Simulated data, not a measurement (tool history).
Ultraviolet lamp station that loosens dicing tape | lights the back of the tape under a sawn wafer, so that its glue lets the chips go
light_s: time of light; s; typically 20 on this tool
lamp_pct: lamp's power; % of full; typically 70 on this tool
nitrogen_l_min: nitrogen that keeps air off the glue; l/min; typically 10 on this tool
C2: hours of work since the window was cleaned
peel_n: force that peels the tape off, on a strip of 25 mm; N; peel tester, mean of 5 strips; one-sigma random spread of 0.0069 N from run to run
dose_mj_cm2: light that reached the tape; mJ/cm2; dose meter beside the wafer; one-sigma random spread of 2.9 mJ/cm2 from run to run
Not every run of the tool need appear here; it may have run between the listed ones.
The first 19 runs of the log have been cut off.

Run 20, day 17.583: usual settings; hours of work of the lamp 690; C2 372. Result: peel_n 0.240 N, dose_mj_cm2 408 mJ/cm2.
At day 17.971: window cleaned of glue's vapour.
Run 21, day 18.738: usual settings but nitrogen_l_min 8 l/min; hours of work of the lamp 707; C2 12. Result: peel_n 0.317 N, dose_mj_cm2 405 mJ/cm2.
Run 22, day 19.375: usual settings but nitrogen_l_min 8 l/min; hours of work of the lamp 716; C2 21. Result: peel_n 0.307 N, dose_mj_cm2 409 mJ/cm2.
Run 23, day 20.021: usual settings but nitrogen_l_min 8 l/min; hours of work of the lamp 726; C2 31. Result: peel_n 0.307 N, dose_mj_cm2 411 mJ/cm2.
Run 24, day 21.079: usual settings but light_s 35 s, lamp_pct 73 % of full, nitrogen_l_min 8 l/min; hours of work of the lamp 742; C2 47. Result: peel_n 0.084 N, dose_mj_cm2 742 mJ/cm2.
Run 25, day 21.688: usual settings but light_s 35 s, lamp_pct 73 % of full, nitrogen_l_min 8 l/min; hours of work of the lamp 751; C2 56. Result: peel_n 0.084 N, dose_mj_cm2 740 mJ/cm2.
Run 26, day 22.917: usual settings but light_s 29 s, lamp_pct 86 % of full, nitrogen_l_min 9 l/min; hours of work of the lamp 769; C2 74. Result: peel_n 0.075 N, dose_mj_cm2 724 mJ/cm2.
Run 27, day 23.862: usual settings but light_s 31 s, lamp_pct 95 % of full, nitrogen_l_min 9 l/min; hours of work of the lamp 784; C2 89. Result: peel_n 0.078 N, dose_mj_cm2 853 mJ/cm2.
Run 28, day 24.421: usual settings but light_s 14 s, lamp_pct 61 % of full, nitrogen_l_min 16 l/min; hours of work of the lamp 792; C2 97. Result: peel_n 0.551 N, dose_mj_cm2 254 mJ/cm2.
Run 29, day 24.988: usual settings but light_s 10 s, lamp_pct 88 % of full, nitrogen_l_min 15 l/min; hours of work of the lamp 800; C2 105. Result: peel_n 0.560 N, dose_mj_cm2 256 mJ/cm2.
Run 30, day 26.204: usual settings but light_s 10 s, lamp_pct 68 % of full, nitrogen_l_min 15 l/min; hours of work of the lamp 819; C2 124. Result: peel_n 0.927 N, dose_mj_cm2 197 mJ/cm2.
Run 31, day 27.150: usual settings but light_s 28 s, lamp_pct 81 % of full, nitrogen_l_min 11 l/min; hours of work of the lamp 833; C2 138. Result: peel_n 0.089 N, dose_mj_cm2 655 mJ/cm2.
Run 32, day 28.033: usual settings but light_s 28 s, lamp_pct 81 % of full, nitrogen_l_min 11 l/min; hours of work of the lamp 846; C2 151. Result: peel_n 0.089 N, dose_mj_cm2 657 mJ/cm2.
Run 33, day 29.000: usual settings but light_s 28 s, lamp_pct 81 % of full, nitrogen_l_min 7 l/min; hours of work of the lamp 861; C2 166. Result: peel_n 0.100 N, dose_mj_cm2 658 mJ/cm2.
Run 34, day 30.104: usual settings but light_s 30 s, nitrogen_l_min 16 l/min; hours of work of the lamp 877; C2 182. Result: peel_n 0.082 N, dose_mj_cm2 609 mJ/cm2.
Run 35, day 30.833: usual settings but lamp_pct 96 % of full, nitrogen_l_min 6 l/min; hours of work of the lamp 888; C2 193. Result: peel_n 0.188 N, dose_mj_cm2 559 mJ/cm2.
Run 36, day 31.567: usual settings but light_s 24 s, lamp_pct 91 % of full, nitrogen_l_min 14 l/min; hours of work of the lamp 899; C2 204. Result: peel_n 0.086 N, dose_mj_cm2 637 mJ/cm2.
Run 37, day 32.108: usual settings but lamp_pct 61 % of full; hours of work of the lamp 907; C2 212. Result: peel_n 0.346 N, dose_mj_cm2 357 mJ/cm2.
Run 38, day 32.896: usual settings but lamp_pct 69 % of full, nitrogen_l_min 12 l/min; hours of work of the lamp 919; C2 224. Result: peel_n 0.212 N, dose_mj_cm2 403 mJ/cm2.
Run 39, day 33.900: usual settings but light_s 16 s, lamp_pct 86 % of full, nitrogen_l_min 7 l/min; hours of work of the lamp 934; C2 239. Result: peel_n 0.361 N, dose_mj_cm2 402 mJ/cm2.
Run 40, day 34.629: usual settings but light_s 35 s, lamp_pct 67 % of full, nitrogen_l_min 7 l/min; hours of work of the lamp 945; C2 250. Result: peel_n 0.109 N, dose_mj_cm2 685 mJ/cm2.
Run 41, day 35.462: usual settings but light_s 11 s, lamp_pct 73 % of full, nitrogen_l_min 15 l/min; hours of work of the lamp 958; C2 263. Result: peel_n 0.677 N, dose_mj_cm2 234 mJ/cm2.
Run 42, day 36.233: usual settings but light_s 11 s, lamp_pct 100 % of full, nitrogen_l_min 11 l/min; hours of work of the lamp 969; C2 274. Result: peel_n 0.416 N, dose_mj_cm2 318 mJ/cm2.
Run 43, day 37.158: usual settings but light_s 17 s; hours of work of the lamp 983; C2 288. Result: peel_n 0.362 N, dose_mj_cm2 352 mJ/cm2.

Forecast each of these 4 alternatives for the next run:
Run A, day 38.142: usual settings but light_s 21 s, nitrogen_l_min 3 l/min; hours of work of the lamp 998; C2 303. Result: peel_n ?, dose_mj_cm2 ?.
Run B, day 38.142: usual settings but nitrogen_l_min 6 l/min; hours of work of the lamp 998; C2 303. Result: peel_n ?, dose_mj_cm2 ?.
Run C, day 38.142: usual settings but light_s 17 s, nitrogen_l_min 9 l/min; hours of work of the lamp 998; C2 303. Result: peel_n ?, dose_mj_cm2 ?.
Run D, day 38.142: usual settings but light_s 14 s, lamp_pct 65 % of full, nitrogen_l_min 8 l/min; hours of work of the lamp 998; C2 303. Result: peel_n ?, dose_mj_cm2 ?.

run  peel_n  dose_mj_cm2
  A   0.779          427
  B   0.454          408
  C   0.395          344
  D   0.853          267
With no hidden state in the tool, these same runs would have given:
run  peel_n  dose_mj_cm2
  A   0.776          428
  B   0.453          409
  C   0.393          345
  D   0.851          268
